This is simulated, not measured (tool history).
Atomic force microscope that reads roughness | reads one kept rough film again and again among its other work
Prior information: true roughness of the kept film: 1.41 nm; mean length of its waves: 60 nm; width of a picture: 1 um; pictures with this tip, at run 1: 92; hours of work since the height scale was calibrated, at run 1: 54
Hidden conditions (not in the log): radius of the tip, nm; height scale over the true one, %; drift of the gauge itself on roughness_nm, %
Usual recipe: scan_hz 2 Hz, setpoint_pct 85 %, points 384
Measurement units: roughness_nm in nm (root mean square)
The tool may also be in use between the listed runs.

run   hour  scan_hz  setpoint_pct  points  pictures with this tip  hours of work since the height scale was calibrated  roughness_nm
  1      0        2            85     384                      92                                                   54         1.133
  2    7.6        2            85     384                     104                                                   58         1.129
  3   20.3        2            85     384                     124                                                   64         1.119
      23.6  -- new tip fitted
  4   29.2        2            85     384                       9                                                   69         1.132
  5   43.2        2            85     384                      31                                                   76         1.121
  6   51.3        2            78     384                      44                                                   80         1.196
  7   65.3        2            78     384                      66                                                   87          1.19
  8   78.3        2            78     384                      87                                                   93         1.201
  9   93.2        2            78     384                     111                                                  100         1.198
     104.9  -- new tip fitted
 10  108.3        2            78     384                       5                                                  108         1.199
 11  115.9        2            78     384                      18                                                  111         1.198
 12  124.5        2            85     431                      31                                                  116         1.128
 13  139.2        2            85     431                      55                                                  123         1.121
 14  146.3     1.15            85     384                      66                                                  127         1.225
 15  152.8     1.15            85     384                      77                                                  130         1.227
 16  167.4        2            85     384                     100                                                  137         1.128
 17  181.8        2            85     384                     123                                                  144         1.122
     186.1  -- new tip fitted
 18  192.3        2            62     384                      10                                                  149         1.312
 19  201.3        2            62     384                      24                                                  154         1.312
 20  215.3        2            90     452                      47                                                  161          1.08
 21  227.1        2            90     452                      66                                                  167         1.079
 22  241.2        2            85     620                      88                                                  174          1.12
 23  253.6        2            84     711                     108                                                  180         1.136
 24  265.9     1.46            77     384                     128                                                  186         1.248
     267.7  -- new tip fitted
 25  276.9     1.64            77     764                      15                                                  191         1.234
 26  284.6     1.64            77     764                      27                                                  195         1.235
 27  299.4        2            68     488                      51                                                  202          1.27
 28  305.7     0.51            68     431                      61                                                  205         1.362
 29  312.8     0.51            65     389                      72                                                  209         1.362
 30  320.8     0.51            65     389                      85                                                  213         1.367
 31  334.3     0.95            88     638                     106                                                  220          1.23
 32  346.7     0.95            88     638                     126                                                  226         1.234
     349.3  -- new tip fitted
 33  357.1     0.78            56     266                      12                                                  231         1.365
 34  369.7     0.78            56     266                      32                                                  237         1.367
 35  380.9     1.47            90     692                      50                                                  243         1.145
 36  388.8     0.82            74     720                      63                                                  247         1.329
 37  399.9     0.92            59     838                      81                                                  252         1.367
 38  406.4     2.98            62     452                      91                                                  255         1.265

Hidden state at the last listed run before each entry between runs and at the first one after, where it differs:
In the gap between runs 3 and 4: new tip fitted (hour 23.6)
  radius of the tip, nm: 5.9 -> 5.1
In the gap between runs 9 and 10: new tip fitted (hour 104.9)
  radius of the tip, nm: 5.9 -> 5
In the gap between runs 17 and 18: new tip fitted (hour 186.1)
  radius of the tip, nm: 5.9 -> 5.1
In the gap between runs 24 and 25: new tip fitted (hour 267.7)
  radius of the tip, nm: 6 -> 5.1
In the gap between runs 32 and 33: new tip fitted (hour 349.3)
  radius of the tip, nm: 6 -> 5.1
